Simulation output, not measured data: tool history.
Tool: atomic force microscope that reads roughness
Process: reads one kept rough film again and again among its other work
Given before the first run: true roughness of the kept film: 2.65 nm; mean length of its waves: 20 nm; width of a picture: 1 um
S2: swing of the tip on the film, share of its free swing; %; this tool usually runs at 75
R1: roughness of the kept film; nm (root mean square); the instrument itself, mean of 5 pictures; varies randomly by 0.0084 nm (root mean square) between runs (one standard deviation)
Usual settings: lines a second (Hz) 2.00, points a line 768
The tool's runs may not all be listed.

run 1 hour=0.0 | lines_a_second_(Hz)=2.00 S2=75 points_a_line=768 | R1=1.544
run 2 hour=10.3 | lines_a_second_(Hz)=2.00 S2=76 points_a_line=768 | R1=1.489
run 3 hour=20.3 | lines_a_second_(Hz)=2.00 S2=56 points_a_line=768 | R1=1.578
run 4 hour=31.4 | lines_a_second_(Hz)=3.38 S2=75 points_a_line=768 | R1=1.310
-- hour=44.3 new tip fitted
run 5 hour=51.5 | lines_a_second_(Hz)=3.38 S2=75 points_a_line=768 | R1=1.649
run 6 hour=62.0 | lines_a_second_(Hz)=3.38 S2=75 points_a_line=768 | R1=1.599
run 7 hour=81.7 | lines_a_second_(Hz)=3.38 S2=75 points_a_line=768 | R1=1.501
run 8 hour=93.5 | lines_a_second_(Hz)=3.38 S2=75 points_a_line=768 | R1=1.448
run 9 hour=112.6 | lines_a_second_(Hz)=1.28 S2=88 points_a_line=925 | R1=1.441
run 10 hour=130.5 | lines_a_second_(Hz)=1.28 S2=88 points_a_line=925 | R1=1.369
-- hour=137.8 new tip fitted
run 11 hour=150.6 | lines_a_second_(Hz)=2.00 S2=55 points_a_line=768 | R1=1.933
run 12 hour=167.9 | lines_a_second_(Hz)=2.00 S2=55 points_a_line=768 | R1=1.822
run 13 hour=185.4 | lines_a_second_(Hz)=2.00 S2=55 points_a_line=768 | R1=1.723
run 14 hour=200.9 | lines_a_second_(Hz)=2.00 S2=78 points_a_line=768 | R1=1.503
run 15 hour=211.5 | lines_a_second_(Hz)=2.00 S2=83 points_a_line=285 | R1=1.344

Each row is a separate what-if for the run after 15, all from the same tool condition, not one after another. Results?
run A hour=230.2 | lines_a_second_(Hz)=1.58 S2=87 points_a_line=559 | R1=?
run B hour=230.2 | lines_a_second_(Hz)=0.52 S2=59 points_a_line=901 | R1=?
run C hour=230.2 | lines_a_second_(Hz)=2.00 S2=79 points_a_line=319 | R1=?

run=A R1=1.329
run=B R1=1.576
run=C R1=1.337
What these runs would have given with no unlogged condition in the tool:
run=A R1=1.762
run=B R1=2.088
run=C R1=1.774
